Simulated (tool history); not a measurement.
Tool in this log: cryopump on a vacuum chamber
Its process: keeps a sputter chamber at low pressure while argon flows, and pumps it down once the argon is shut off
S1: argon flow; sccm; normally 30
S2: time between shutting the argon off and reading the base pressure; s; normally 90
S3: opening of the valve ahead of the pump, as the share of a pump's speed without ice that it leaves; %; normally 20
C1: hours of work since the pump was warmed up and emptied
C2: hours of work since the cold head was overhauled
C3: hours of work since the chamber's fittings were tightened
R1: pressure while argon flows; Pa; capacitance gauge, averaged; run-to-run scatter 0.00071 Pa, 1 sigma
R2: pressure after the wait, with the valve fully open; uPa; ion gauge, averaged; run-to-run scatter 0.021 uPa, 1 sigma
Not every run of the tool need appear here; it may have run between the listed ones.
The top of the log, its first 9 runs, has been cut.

run 10 hour=210.0 | S1=24 S2=90 S3=20 | C1=190 C2=190 C3=881 | R1=0.1043 R2=1.13
run 11 hour=239.9 | S1=24 S2=90 S3=20 | C1=215 C2=215 C3=906 | R1=0.1052 R2=1.13
run 12 hour=263.3 | S1=30 S2=90 S3=20 | C1=234 C2=234 C3=925 | R1=0.1315 R2=1.16
run 13 hour=287.9 | S1=30 S2=90 S3=20 | C1=254 C2=254 C3=945 | R1=0.1312 R2=1.18
run 14 hour=310.2 | S1=30 S2=90 S3=20 | C1=272 C2=272 C3=963 | R1=0.1321 R2=1.23
run 15 hour=323.2 | S1=30 S2=90 S3=15 | C1=282 C2=282 C3=973 | R1=0.1730 R2=1.28
run 16 hour=350.7 | S1=30 S2=90 S3=15 | C1=305 C2=305 C3=996 | R1=0.1761 R2=1.31
run 17 hour=381.8 | S1=30 S2=90 S3=15 | C1=330 C2=330 C3=1021 | R1=0.1756 R2=1.32
run 18 hour=411.3 | S1=13 S2=30 S3=19 | C1=354 C2=354 C3=1045 | R1=0.0602 R2=1.85
run 19 hour=441.3 | S1=18 S2=28 S3=28 | C1=378 C2=378 C3=1069 | R1=0.0578 R2=1.96
run 20 hour=454.1 | S1=18 S2=28 S3=28 | C1=389 C2=389 C3=1080 | R1=0.0588 R2=2.03
run 21 hour=477.5 | S1=20 S2=35 S3=42 | C1=408 C2=408 C3=1099 | R1=0.0450 R2=1.85
run 22 hour=496.3 | S1=20 S2=41 S3=27 | C1=423 C2=423 C3=1114 | R1=0.0677 R2=1.78
run 23 hour=512.1 | S1=27 S2=90 S3=20 | C1=436 C2=436 C3=1127 | R1=0.1212 R2=1.48
run 24 hour=532.5 | S1=30 S2=90 S3=56 | C1=453 C2=453 C3=1143 | R1=0.0521 R2=1.53
run 25 hour=545.6 | S1=13 S2=107 S3=56 | C1=463 C2=463 C3=1154 | R1=0.0223 R2=1.49
run 26 hour=569.4 | S1=30 S2=125 S3=19 | C1=483 C2=483 C3=1173 | R1=0.1416 R2=1.52
-- hour=586.6 pump warmed up, emptied and cooled again
run 27 hour=588.1 | S1=30 S2=125 S3=19 | C1=1 C2=494 C3=1185 | R1=0.1351 R2=1.23
run 28 hour=611.6 | S1=30 S2=125 S3=19 | C1=20 C2=513 C3=1204 | R1=0.1355 R2=1.22
run 29 hour=636.3 | S1=34 S2=41 S3=26 | C1=40 C2=533 C3=1224 | R1=0.1125 R2=1.65
run 30 hour=657.4 | S1=40 S2=41 S3=21 | C1=58 C2=550 C3=1241 | R1=0.1637 R2=1.69

Predict the results of run 31:
run 31 hour=672.5 | S1=40 S2=41 S3=21 | C1=70 C2=562 C3=1253 | R1=? R2=?

R1: 0.1621 Pa
R2: 1.69 uPa
If the tool had no hidden condition, the same run with the same run-to-run variation would have returned R1 0.1607 Pa, R2 0.75 uPa.

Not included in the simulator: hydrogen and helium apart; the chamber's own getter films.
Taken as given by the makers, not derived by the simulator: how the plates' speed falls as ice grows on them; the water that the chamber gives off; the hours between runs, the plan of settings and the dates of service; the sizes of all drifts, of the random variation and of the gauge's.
